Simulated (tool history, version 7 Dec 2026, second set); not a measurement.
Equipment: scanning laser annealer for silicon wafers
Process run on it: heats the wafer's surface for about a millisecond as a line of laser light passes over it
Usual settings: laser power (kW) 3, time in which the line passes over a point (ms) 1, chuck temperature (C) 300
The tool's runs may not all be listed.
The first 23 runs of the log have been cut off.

| run | hour | laser power (kW) | time in which the line passes over a point (ms) | chuck temperature (C) | hours of work since the window was cleaned | hours of work since the power meter was calibrated | hours of work since the optics were aligned | highest temperature of the surface (C) |
|---|---|---|---|---|---|---|---|---|
| 24 | 1417.4 | 2.784 | 1 | 300 | 105 | 958 | 1169 | 988 |
| 25 | 1474.6 | 2.711 | 0.72 | 300 | 131 | 983 | 1195 | 858 |
| 26 | 1516.3 | 2.711 | 1.16 | 300 | 150 | 1002 | 1214 | 1021 |
| 27 | 1599.3 | 2.978 | 1.24 | 290 | 187 | 1040 | 1251 | 1123 |
| 28 | 1681.3 | 3 | 1.05 | 300 | 224 | 1077 | 1288 | 1069 |
| 29 | 1734.1 | 2.977 | 1.05 | 288 | 248 | 1101 | 1312 | 1048 |
| 30 | 1806.3 | 3.284 | 1.16 | 300 | 281 | 1134 | 1345 | 1205 |
| 31 | 1892.4 | 3.29 | 0.86 | 298 | 320 | 1173 | 1384 | 1064 |
| 32 | 1942.7 | 3.29 | 0.86 | 298 | 343 | 1196 | 1407 | 1065 |

4 options for the next run, each taken on its own from the tool as it stands now. Forecast them:
|  | 1979.2 | optics aligned, line set to its width |
| A | 1987.2 | 3.29 | 0.86 | 272 | 361 | 1214 | 4 | ? |
|  | 1979.2 | optics aligned, line set to its width |
| B | 1987.2 | 3.167 | 1.21 | 298 | 361 | 1214 | 4 | ? |
|  | 1979.2 | optics aligned, line set to its width |
| C | 1987.2 | 3.29 | 0.76 | 266 | 361 | 1214 | 4 | ? |
|  | 1979.2 | optics aligned, line set to its width |
| D | 1987.2 | 2.845 | 0.86 | 298 | 361 | 1214 | 4 | ? |

| run | highest temperature of the surface (C) |
|---|---|
| A | 1043 |
| B | 1183 |
| C | 986 |
| D | 946 |
The same runs, with their run-to-run variation unchanged, on a tool lacking any hidden condition would have given:
| run | highest temperature of the surface (C) |
|---|---|
| A | 1044 |
| B | 1184 |
| C | 988 |
| D | 947 |

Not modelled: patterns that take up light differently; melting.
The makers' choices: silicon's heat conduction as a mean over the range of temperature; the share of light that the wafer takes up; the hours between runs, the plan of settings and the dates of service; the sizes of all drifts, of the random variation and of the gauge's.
